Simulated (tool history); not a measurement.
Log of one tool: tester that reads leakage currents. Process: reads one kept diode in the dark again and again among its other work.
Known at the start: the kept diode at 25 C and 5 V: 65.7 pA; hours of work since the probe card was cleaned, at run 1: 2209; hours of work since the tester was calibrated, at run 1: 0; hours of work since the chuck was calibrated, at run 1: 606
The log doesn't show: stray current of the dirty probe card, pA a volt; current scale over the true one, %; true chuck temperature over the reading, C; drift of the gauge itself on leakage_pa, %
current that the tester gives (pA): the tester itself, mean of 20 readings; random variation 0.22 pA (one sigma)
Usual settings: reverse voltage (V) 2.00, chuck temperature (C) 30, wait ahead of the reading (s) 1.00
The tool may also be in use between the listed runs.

| run | hour | reverse voltage (V) | chuck temperature (C) | wait ahead of the reading (s) | hours of work since the probe card was cleaned | hours of work since the tester was calibrated | hours of work since the chuck was calibrated | current that the tester gives (pA) |
|---|---|---|---|---|---|---|---|---|
| 1 | 0.0 | 2.00 | 30 | 1.00 | 2209 | 0 | 606 | 76.49 |
| 2 | 173.1 | 2.00 | 30 | 1.00 | 2338 | 128 | 734 | 77.65 |
| 3 | 343.5 | 2.00 | 30 | 3.63 | 2464 | 255 | 860 | 77.86 |
| 4 | 475.3 | 2.00 | 30 | 3.63 | 2562 | 352 | 958 | 78.08 |
| 5 | 666.6 | 2.00 | 30 | 3.63 | 2703 | 494 | 1100 | 78.67 |
|  | 841.0 | probe card cleaned and baked |
| 6 | 848.8 | 2.00 | 30 | 3.63 | 6 | 627 | 1233 | 80.07 |
| 7 | 1075.5 | 2.00 | 55 | 3.63 | 174 | 795 | 1401 | 465.26 |
| 8 | 1217.3 | 2.00 | 25 | 1.00 | 279 | 900 | 1506 | 56.34 |
|  | 1461.4 | probe card cleaned and baked, once more |
| 9 | 1481.7 | 2.00 | 25 | 1.00 | 15 | 1094 | 1699 | 55.73 |
| 10 | 1655.1 | 2.00 | 25 | 1.00 | 144 | 1222 | 1828 | 56.13 |

3 ways to go on from here, each from the tool as it stands after run 10. What would each give?
|  | 1747.2 | chuck's temperature calibrated |
| A | 1873.6 | 12.76 | 25 | 1.00 | 304 | 1383 | 94 | ? |
|  | 1747.2 | chuck's temperature calibrated |
| B | 1873.6 | 6.62 | 37 | 1.19 | 304 | 1383 | 94 | ? |
|  | 1747.2 | chuck's temperature calibrated |
| C | 1873.6 | 3.05 | 24 | 1.00 | 304 | 1383 | 94 | ? |

| run | current that the tester gives (pA) |
|---|---|
| A | 94.28 |
| B | 183.56 |
| C | 52.75 |
Without the tool's hidden state the same runs would have given:
| run | current that the tester gives (pA) |
|---|---|
| A | 92.87 |
| B | 181.95 |
| C | 52.20 |
